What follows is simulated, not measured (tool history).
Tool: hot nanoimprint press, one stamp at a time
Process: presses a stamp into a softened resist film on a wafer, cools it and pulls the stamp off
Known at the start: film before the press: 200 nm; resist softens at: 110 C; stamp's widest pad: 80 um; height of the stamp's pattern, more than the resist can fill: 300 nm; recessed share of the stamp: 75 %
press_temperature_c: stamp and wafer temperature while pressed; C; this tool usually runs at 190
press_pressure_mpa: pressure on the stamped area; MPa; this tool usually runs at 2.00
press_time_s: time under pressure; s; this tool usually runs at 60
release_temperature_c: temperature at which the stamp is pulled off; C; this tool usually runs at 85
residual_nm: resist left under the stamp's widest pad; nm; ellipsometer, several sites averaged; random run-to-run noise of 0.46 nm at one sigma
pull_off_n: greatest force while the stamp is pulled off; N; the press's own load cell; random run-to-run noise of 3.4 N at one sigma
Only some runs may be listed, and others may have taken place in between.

Run 1, hour 0.0: usual settings. Result: residual_nm 112.9 nm, pull_off_n 188 N.
Run 2, hour 8.6: usual settings. Result: residual_nm 113.1 nm, pull_off_n 183 N.
Run 3, hour 16.5: usual settings. Result: residual_nm 113.3 nm, pull_off_n 180 N.
Run 4, hour 24.7: usual settings. Result: residual_nm 113.0 nm, pull_off_n 192 N.
Run 5, hour 32.4: usual settings. Result: residual_nm 113.1 nm, pull_off_n 190 N.
Run 6, hour 37.8: usual settings. Result: residual_nm 112.9 nm, pull_off_n 191 N.
Run 7, hour 45.0: usual settings but release_temperature_c 71 C. Result: residual_nm 112.7 nm, pull_off_n 231 N.
Run 8, hour 52.3: usual settings. Result: residual_nm 112.9 nm, pull_off_n 193 N.
At hour 66.3: stamp cleaned and given a new release coat.
Run 9, hour 66.3: usual settings. Result: residual_nm 112.7 nm, pull_off_n 161 N.
Run 10, hour 74.6: usual settings. Result: residual_nm 112.5 nm, pull_off_n 158 N.
Run 11, hour 80.8: usual settings but press_temperature_c 188 C. Result: residual_nm 120.3 nm, pull_off_n 163 N.
Run 12, hour 86.0: usual settings but press_temperature_c 188 C. Result: residual_nm 119.2 nm, pull_off_n 162 N.
Run 13, hour 90.1: usual settings. Result: residual_nm 112.4 nm, pull_off_n 164 N.
Run 14, hour 98.3: usual settings but press_temperature_c 197 C, press_pressure_mpa 1.28 MPa, press_time_s 83 s, release_temperature_c 87 C. Result: residual_nm 99.0 nm, pull_off_n 165 N.
Run 15, hour 102.7: usual settings but press_pressure_mpa 2.51 MPa, release_temperature_c 92 C. Result: residual_nm 103.4 nm, pull_off_n 153 N.
Run 16, hour 109.8: usual settings but press_temperature_c 188 C, press_time_s 72 s. Result: residual_nm 112.6 nm, pull_off_n 171 N.
Run 17, hour 118.5: usual settings but press_temperature_c 193 C. Result: residual_nm 103.5 nm, pull_off_n 170 N.
Run 18, hour 124.0: usual settings but press_pressure_mpa 2.27 MPa, press_time_s 112 s, release_temperature_c 74 C. Result: residual_nm 85.1 nm, pull_off_n 193 N.
Run 19, hour 133.2: usual settings but press_temperature_c 191 C, press_pressure_mpa 1.59 MPa, press_time_s 32 s, release_temperature_c 87 C. Result: residual_nm 143.2 nm, pull_off_n 166 N.
Run 20, hour 139.7: usual settings but press_pressure_mpa 2.74 MPa, press_time_s 80 s, release_temperature_c 83 C. Result: residual_nm 89.0 nm, pull_off_n 185 N.
Run 21, hour 148.4: usual settings but press_time_s 87 s, release_temperature_c 80 C. Result: residual_nm 98.9 nm, pull_off_n 184 N.
At hour 156.7: plate thermocouple calibrated.
Run 22, hour 158.2: usual settings but press_pressure_mpa 1.56 MPa, release_temperature_c 93 C. Result: residual_nm 129.5 nm, pull_off_n 159 N.
Run 23, hour 164.4: usual settings but press_pressure_mpa 1.56 MPa, release_temperature_c 93 C. Result: residual_nm 128.3 nm, pull_off_n 173 N.
Run 24, hour 169.7: usual settings but press_pressure_mpa 1.56 MPa, release_temperature_c 93 C. Result: residual_nm 127.9 nm, pull_off_n 171 N.
Run 25, hour 173.8: usual settings but press_pressure_mpa 1.56 MPa, release_temperature_c 93 C. Result: residual_nm 128.0 nm, pull_off_n 172 N.
Run 26, hour 180.1: usual settings but press_pressure_mpa 3.19 MPa, release_temperature_c 93 C. Result: residual_nm 97.7 nm, pull_off_n 172 N.

Measured result minus the same run's result without the hidden state. Both carry the same run-to-run variation, though not necessarily the same gauge scatter:
Hidden state present: true temperature over the reading, C; pressure that arrives at the usual setting, %; grip of the stamp's worn release coat, % over a new coat's; drift of the gauge itself on residual_nm, %; drift of the gauge itself on pull_off_n, %.
run  residual_nm  pull_off_n
  1         -4.4         +20
  2         -4.3         +22
  3         -4.5         +23
  4         -4.5         +26
  5         -4.5         +27
  6         -4.6         +29
  7         -4.6         +37
  8         -4.6         +31
  9         -4.7          -3
 10         -4.8          -1
 11         -5.0          +1
 12         -4.9          +2
 13         -4.9          +3
 14         -4.5          +4
 15         -4.8          +5
 16         -5.2          +7
 17         -4.8          +9
 18         -4.5         +12
 19         -4.8         +11
 20         -4.7         +15
 21         -5.1         +16
 22         -0.2         +18
 23         -0.2         +20
 24         -0.2         +22
 25         -0.3         +23
 26         +0.0         +24
